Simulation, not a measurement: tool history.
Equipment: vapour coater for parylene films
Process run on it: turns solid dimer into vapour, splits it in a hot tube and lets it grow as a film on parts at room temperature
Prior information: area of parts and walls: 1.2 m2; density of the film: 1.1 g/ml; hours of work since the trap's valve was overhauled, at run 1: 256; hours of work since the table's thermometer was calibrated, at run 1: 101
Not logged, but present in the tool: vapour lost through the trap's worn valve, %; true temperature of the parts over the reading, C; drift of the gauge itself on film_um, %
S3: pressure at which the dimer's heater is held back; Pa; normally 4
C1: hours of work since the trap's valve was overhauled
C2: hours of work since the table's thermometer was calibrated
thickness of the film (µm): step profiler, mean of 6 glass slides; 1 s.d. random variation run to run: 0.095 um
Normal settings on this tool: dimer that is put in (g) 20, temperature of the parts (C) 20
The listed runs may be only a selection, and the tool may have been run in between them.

{"run": 1, "hour": 0.0, "dimer that is put in (g)": 20, "temperature of the parts (C)": 20, "S3": 4, "C1": 256, "C2": 101, "thickness of the film (µm)": 11.16}
{"run": 2, "hour": 14.4, "dimer that is put in (g)": 20, "temperature of the parts (C)": 20, "S3": 4, "C1": 266, "C2": 111, "thickness of the film (µm)": 11.26}
{"run": 3, "hour": 21.1, "dimer that is put in (g)": 20, "temperature of the parts (C)": 20, "S3": 4, "C1": 270, "C2": 115, "thickness of the film (µm)": 11.25}
{"run": 4, "hour": 36.2, "dimer that is put in (g)": 20, "temperature of the parts (C)": 20, "S3": 2.27, "C1": 281, "C2": 126, "thickness of the film (µm)": 12.13}
{"run": 5, "hour": 49.8, "dimer that is put in (g)": 20, "temperature of the parts (C)": 20, "S3": 2.27, "C1": 290, "C2": 135, "thickness of the film (µm)": 11.99}
{"run": 6, "hour": 61.9, "dimer that is put in (g)": 20, "temperature of the parts (C)": 20, "S3": 2.27, "C1": 298, "C2": 143, "thickness of the film (µm)": 11.88}
{"run": 7, "hour": 69.6, "dimer that is put in (g)": 20, "temperature of the parts (C)": 20, "S3": 2.27, "C1": 304, "C2": 149, "thickness of the film (µm)": 11.96}
{"run": 8, "hour": 80.7, "dimer that is put in (g)": 20, "temperature of the parts (C)": 20, "S3": 2.27, "C1": 311, "C2": 156, "thickness of the film (µm)": 12.04}
{"run": 9, "hour": 93.1, "dimer that is put in (g)": 20, "temperature of the parts (C)": 20, "S3": 2.27, "C1": 320, "C2": 165, "thickness of the film (µm)": 11.97}
{"run": 10, "hour": 107.4, "dimer that is put in (g)": 20, "temperature of the parts (C)": 20, "S3": 2.71, "C1": 330, "C2": 175, "thickness of the film (µm)": 11.89}
{"run": 11, "hour": 118.6, "dimer that is put in (g)": 20, "temperature of the parts (C)": 20, "S3": 2.76, "C1": 337, "C2": 182, "thickness of the film (µm)": 11.51}
{"run": 12, "hour": 130.5, "dimer that is put in (g)": 20, "temperature of the parts (C)": 20, "S3": 2.76, "C1": 345, "C2": 190, "thickness of the film (µm)": 11.5}
{"run": 13, "hour": 142.9, "dimer that is put in (g)": 20, "temperature of the parts (C)": 20, "S3": 2.76, "C1": 354, "C2": 199, "thickness of the film (µm)": 11.39}
{"run": 14, "hour": 157.3, "dimer that is put in (g)": 20, "temperature of the parts (C)": 20, "S3": 2.76, "C1": 364, "C2": 209, "thickness of the film (µm)": 11.5}
{"run": 15, "hour": 163.8, "dimer that is put in (g)": 20, "temperature of the parts (C)": 20, "S3": 4, "C1": 368, "C2": 213, "thickness of the film (µm)": 10.83}
{"run": 16, "hour": 172.1, "dimer that is put in (g)": 20, "temperature of the parts (C)": 20, "S3": 4, "C1": 374, "C2": 219, "thickness of the film (µm)": 11.01}
{"run": 17, "hour": 179.5, "dimer that is put in (g)": 20, "temperature of the parts (C)": 20, "S3": 4, "C1": 379, "C2": 224, "thickness of the film (µm)": 10.97}
{"run": 18, "hour": 188.7, "dimer that is put in (g)": 20, "temperature of the parts (C)": 20, "S3": 4, "C1": 385, "C2": 230, "thickness of the film (µm)": 10.6}
{"run": 19, "hour": 195.8, "dimer that is put in (g)": 20, "temperature of the parts (C)": 20, "S3": 4, "C1": 390, "C2": 235, "thickness of the film (µm)": 10.84}
{"run": 20, "hour": 203.2, "dimer that is put in (g)": 20, "temperature of the parts (C)": 20, "S3": 4, "C1": 395, "C2": 240, "thickness of the film (µm)": 10.9}
{"run": 21, "hour": 215.1, "dimer that is put in (g)": 30, "temperature of the parts (C)": 20, "S3": 4, "C1": 404, "C2": 248, "thickness of the film (µm)": 16.26}
{"run": 22, "hour": 223.1, "dimer that is put in (g)": 20, "temperature of the parts (C)": 12, "S3": 2.93, "C1": 409, "C2": 254, "thickness of the film (µm)": 13.61}
{"run": 23, "hour": 231.9, "dimer that is put in (g)": 19, "temperature of the parts (C)": 20, "S3": 4, "C1": 415, "C2": 260, "thickness of the film (µm)": 10.25}
{"run": 24, "hour": 242.8, "dimer that is put in (g)": 19, "temperature of the parts (C)": 20, "S3": 4, "C1": 422, "C2": 267, "thickness of the film (µm)": 10.32}
{"run": 25, "hour": 252.8, "dimer that is put in (g)": 10, "temperature of the parts (C)": 20, "S3": 4, "C1": 429, "C2": 274, "thickness of the film (µm)": 5.38}
{"run": 26, "hour": 263.5, "dimer that is put in (g)": 10, "temperature of the parts (C)": 20, "S3": 4, "C1": 437, "C2": 282, "thickness of the film (µm)": 5.45}
{"run": 27, "hour": 276.6, "dimer that is put in (g)": 12, "temperature of the parts (C)": 22, "S3": 7.88, "C1": 446, "C2": 291, "thickness of the film (µm)": 5.36}
{"run": 28, "hour": 290.2, "dimer that is put in (g)": 14, "temperature of the parts (C)": 19, "S3": 11.67, "C1": 455, "C2": 300, "thickness of the film (µm)": 6.83}
{"run": 29, "hour": 302.1, "dimer that is put in (g)": 14, "temperature of the parts (C)": 18, "S3": 2.58, "C1": 463, "C2": 308, "thickness of the film (µm)": 8.79}
{"run": 30, "hour": 314.8, "dimer that is put in (g)": 23, "temperature of the parts (C)": 20, "S3": 4, "C1": 472, "C2": 317, "thickness of the film (µm)": 12.38}
{"run": 31, "hour": 327.4, "dimer that is put in (g)": 23, "temperature of the parts (C)": 20, "S3": 4, "C1": 481, "C2": 325, "thickness of the film (µm)": 12.26}
{"run": 32, "hour": 341.1, "dimer that is put in (g)": 20, "temperature of the parts (C)": 19, "S3": 6.92, "C1": 490, "C2": 335, "thickness of the film (µm)": 10.39}
{"run": 33, "hour": 352.5, "dimer that is put in (g)": 18, "temperature of the parts (C)": 19, "S3": 6.92, "C1": 498, "C2": 343, "thickness of the film (µm)": 9.27}
{"run": 34, "hour": 361.4, "dimer that is put in (g)": 18, "temperature of the parts (C)": 19, "S3": 6.92, "C1": 504, "C2": 349, "thickness of the film (µm)": 9.31}
{"run": 35, "hour": 369.8, "dimer that is put in (g)": 29, "temperature of the parts (C)": 21, "S3": 8.62, "C1": 510, "C2": 355, "thickness of the film (µm)": 13.27}
{"run": 36, "hour": 384.1, "dimer that is put in (g)": 29, "temperature of the parts (C)": 21, "S3": 8.62, "C1": 519, "C2": 364, "thickness of the film (µm)": 13.07}
{"run": 37, "hour": 394.3, "dimer that is put in (g)": 17, "temperature of the parts (C)": 13, "S3": 2.49, "C1": 526, "C2": 371, "thickness of the film (µm)": 11.7}

Consider 4 possible next runs. They are alternatives, not a sequence: every one starts from the tool as it was left by run 37. What does each give?
{"run": "A", "hour": 407.6, "dimer that is put in (g)": 12, "temperature of the parts (C)": 27, "S3": 8.35, "C1": 536, "C2": 380, "thickness of the film (µm)": "?"}
{"run": "B", "hour": 407.6, "dimer that is put in (g)": 26, "temperature of the parts (C)": 18, "S3": 4, "C1": 536, "C2": 380, "thickness of the film (µm)": "?"}
{"run": "C", "hour": 407.6, "dimer that is put in (g)": 17, "temperature of the parts (C)": 23, "S3": 4, "C1": 536, "C2": 380, "thickness of the film (µm)": "?"}
{"run": "D", "hour": 407.6, "dimer that is put in (g)": 17, "temperature of the parts (C)": 20, "S3": 2.49, "C1": 536, "C2": 380, "thickness of the film (µm)": "?"}

run=A thickness_of_the_film_(µm)=4.11
run=B thickness_of_the_film_(µm)=15.08
run=C thickness_of_the_film_(µm)=7.94
run=D thickness_of_the_film_(µm)=9.5
What these runs would have given with no unlogged condition in the tool:
run=A thickness_of_the_film_(µm)=4.52
run=B thickness_of_the_film_(µm)=16.57
run=C thickness_of_the_film_(µm)=8.72
run=D thickness_of_the_film_(µm)=10.45
